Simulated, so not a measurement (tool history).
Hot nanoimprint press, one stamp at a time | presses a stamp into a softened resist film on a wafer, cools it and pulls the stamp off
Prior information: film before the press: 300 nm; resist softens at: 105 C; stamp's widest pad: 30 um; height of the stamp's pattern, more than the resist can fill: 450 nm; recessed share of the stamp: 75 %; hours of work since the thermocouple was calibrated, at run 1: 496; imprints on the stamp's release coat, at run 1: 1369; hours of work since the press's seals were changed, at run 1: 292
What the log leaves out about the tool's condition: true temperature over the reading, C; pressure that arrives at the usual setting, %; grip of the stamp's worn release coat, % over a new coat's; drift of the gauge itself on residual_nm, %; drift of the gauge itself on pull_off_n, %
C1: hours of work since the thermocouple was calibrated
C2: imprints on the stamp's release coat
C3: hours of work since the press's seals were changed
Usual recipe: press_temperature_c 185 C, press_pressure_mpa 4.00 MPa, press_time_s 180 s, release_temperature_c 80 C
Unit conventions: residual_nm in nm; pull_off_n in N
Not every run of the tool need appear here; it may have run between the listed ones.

{"run": 1, "day": 0.0, "press_temperature_c": 185, "press_pressure_mpa": 4.0, "press_time_s": 180, "release_temperature_c": 80, "C1": 496, "C2": 1369, "C3": 292, "residual_nm": 179.3, "pull_off_n": 332}
{"run": 2, "day": 0.396, "press_temperature_c": 185, "press_pressure_mpa": 4.0, "press_time_s": 142, "release_temperature_c": 80, "C1": 502, "C2": 1395, "C3": 297, "residual_nm": 190.4, "pull_off_n": 329}
{"run": 3, "day": 0.917, "press_temperature_c": 185, "press_pressure_mpa": 4.0, "press_time_s": 142, "release_temperature_c": 80, "C1": 509, "C2": 1428, "C3": 304, "residual_nm": 192.4, "pull_off_n": 323}
{"run": 4, "day": 1.321, "press_temperature_c": 185, "press_pressure_mpa": 3.79, "press_time_s": 180, "release_temperature_c": 80, "C1": 514, "C2": 1454, "C3": 310, "residual_nm": 181.7, "pull_off_n": 338}
{"run": 5, "day": 2.025, "press_temperature_c": 185, "press_pressure_mpa": 3.79, "press_time_s": 180, "release_temperature_c": 80, "C1": 524, "C2": 1498, "C3": 319, "residual_nm": 183.7, "pull_off_n": 336}
{"run": 6, "day": 2.508, "press_temperature_c": 185, "press_pressure_mpa": 3.79, "press_time_s": 180, "release_temperature_c": 80, "C1": 531, "C2": 1529, "C3": 326, "residual_nm": 183.6, "pull_off_n": 345}
{"run": 7, "day": 2.846, "press_temperature_c": 196, "press_pressure_mpa": 4.0, "press_time_s": 180, "release_temperature_c": 80, "C1": 535, "C2": 1551, "C3": 330, "residual_nm": 134.6, "pull_off_n": 338}
{"run": 8, "day": 3.183, "press_temperature_c": 193, "press_pressure_mpa": 4.0, "press_time_s": 180, "release_temperature_c": 80, "C1": 540, "C2": 1572, "C3": 335, "residual_nm": 146.8, "pull_off_n": 343}
{"day": 3.917, "done": "plate thermocouple calibrated"}
{"run": 9, "day": 3.979, "press_temperature_c": 193, "press_pressure_mpa": 4.0, "press_time_s": 180, "release_temperature_c": 80, "C1": 1, "C2": 1615, "C3": 344, "residual_nm": 137.6, "pull_off_n": 331}
{"run": 10, "day": 4.525, "press_temperature_c": 193, "press_pressure_mpa": 4.0, "press_time_s": 180, "release_temperature_c": 80, "C1": 8, "C2": 1650, "C3": 352, "residual_nm": 136.2, "pull_off_n": 348}
{"run": 11, "day": 5.112, "press_temperature_c": 185, "press_pressure_mpa": 4.0, "press_time_s": 180, "release_temperature_c": 80, "C1": 16, "C2": 1687, "C3": 359, "residual_nm": 169.4, "pull_off_n": 332}
{"run": 12, "day": 5.633, "press_temperature_c": 185, "press_pressure_mpa": 4.0, "press_time_s": 180, "release_temperature_c": 80, "C1": 23, "C2": 1721, "C3": 367, "residual_nm": 168.8, "pull_off_n": 327}
{"day": 6.329, "done": "stamp cleaned and given a new release coat"}
{"run": 13, "day": 6.329, "press_temperature_c": 185, "press_pressure_mpa": 4.0, "press_time_s": 180, "release_temperature_c": 80, "C1": 29, "C2": 0, "C3": 373, "residual_nm": 169.9, "pull_off_n": 204}
{"run": 14, "day": 6.812, "press_temperature_c": 185, "press_pressure_mpa": 4.0, "press_time_s": 180, "release_temperature_c": 80, "C1": 36, "C2": 31, "C3": 379, "residual_nm": 170.2, "pull_off_n": 201}
{"run": 15, "day": 7.338, "press_temperature_c": 185, "press_pressure_mpa": 4.0, "press_time_s": 180, "release_temperature_c": 80, "C1": 43, "C2": 64, "C3": 386, "residual_nm": 171.9, "pull_off_n": 204}
{"run": 16, "day": 7.771, "press_temperature_c": 186, "press_pressure_mpa": 4.68, "press_time_s": 343, "release_temperature_c": 80, "C1": 49, "C2": 92, "C3": 392, "residual_nm": 123.5, "pull_off_n": 210}
{"run": 17, "day": 8.4, "press_temperature_c": 181, "press_pressure_mpa": 4.0, "press_time_s": 180, "release_temperature_c": 80, "C1": 58, "C2": 132, "C3": 401, "residual_nm": 188.8, "pull_off_n": 214}
{"run": 18, "day": 8.729, "press_temperature_c": 183, "press_pressure_mpa": 4.0, "press_time_s": 180, "release_temperature_c": 75, "C1": 62, "C2": 153, "C3": 405, "residual_nm": 178.7, "pull_off_n": 232}
{"run": 19, "day": 9.483, "press_temperature_c": 181, "press_pressure_mpa": 4.0, "press_time_s": 180, "release_temperature_c": 80, "C1": 72, "C2": 201, "C3": 416, "residual_nm": 191.1, "pull_off_n": 218}
{"run": 20, "day": 9.842, "press_temperature_c": 181, "press_pressure_mpa": 4.0, "press_time_s": 180, "release_temperature_c": 80, "C1": 77, "C2": 224, "C3": 420, "residual_nm": 189.5, "pull_off_n": 218}
{"run": 21, "day": 10.412, "press_temperature_c": 185, "press_pressure_mpa": 4.0, "press_time_s": 262, "release_temperature_c": 78, "C1": 85, "C2": 260, "C3": 428, "residual_nm": 151.0, "pull_off_n": 229}
{"run": 22, "day": 10.754, "press_temperature_c": 185, "press_pressure_mpa": 3.86, "press_time_s": 236, "release_temperature_c": 80, "C1": 90, "C2": 282, "C3": 433, "residual_nm": 158.5, "pull_off_n": 227}
{"run": 23, "day": 11.104, "press_temperature_c": 192, "press_pressure_mpa": 4.0, "press_time_s": 298, "release_temperature_c": 80, "C1": 94, "C2": 305, "C3": 438, "residual_nm": 119.0, "pull_off_n": 235}
{"run": 24, "day": 11.662, "press_temperature_c": 182, "press_pressure_mpa": 4.63, "press_time_s": 306, "release_temperature_c": 69, "C1": 102, "C2": 340, "C3": 445, "residual_nm": 148.5, "pull_off_n": 289}
{"run": 25, "day": 12.021, "press_temperature_c": 182, "press_pressure_mpa": 4.63, "press_time_s": 306, "release_temperature_c": 69, "C1": 107, "C2": 363, "C3": 450, "residual_nm": 146.6, "pull_off_n": 289}
{"run": 26, "day": 12.779, "press_temperature_c": 182, "press_pressure_mpa": 4.63, "press_time_s": 306, "release_temperature_c": 69, "C1": 117, "C2": 411, "C3": 460, "residual_nm": 148.4, "pull_off_n": 297}
{"run": 27, "day": 13.346, "press_temperature_c": 191, "press_pressure_mpa": 4.0, "press_time_s": 333, "release_temperature_c": 68, "C1": 125, "C2": 448, "C3": 468, "residual_nm": 119.3, "pull_off_n": 300}

Branching from run 27: 4 alternative next runs. What would each branch give?
{"run": "A", "day": 14.062, "press_temperature_c": 193, "press_pressure_mpa": 4.0, "press_time_s": 333, "release_temperature_c": 78, "C1": 135, "C2": 493, "C3": 478, "residual_nm": "?", "pull_off_n": "?"}
{"run": "B", "day": 14.062, "press_temperature_c": 191, "press_pressure_mpa": 4.0, "press_time_s": 333, "release_temperature_c": 72, "C1": 135, "C2": 493, "C3": 478, "residual_nm": "?", "pull_off_n": "?"}
{"run": "C", "day": 14.062, "press_temperature_c": 179, "press_pressure_mpa": 4.0, "press_time_s": 196, "release_temperature_c": 85, "C1": 135, "C2": 493, "C3": 478, "residual_nm": "?", "pull_off_n": "?"}
{"run": "D", "day": 14.062, "press_temperature_c": 181, "press_pressure_mpa": 4.0, "press_time_s": 180, "release_temperature_c": 80, "C1": 135, "C2": 493, "C3": 478, "residual_nm": "?", "pull_off_n": "?"}

run=A residual_nm=113.5 pull_off_n=258
run=B residual_nm=119.4 pull_off_n=291
run=C residual_nm=195.4 pull_off_n=214
run=D residual_nm=190.8 pull_off_n=242
With the hidden condition removed and each run's random variation left untouched, the same runs would have given:
run=A residual_nm=109.9 pull_off_n=215
run=B residual_nm=115.5 pull_off_n=243
run=C residual_nm=190.2 pull_off_n=178
run=D residual_nm=185.7 pull_off_n=202
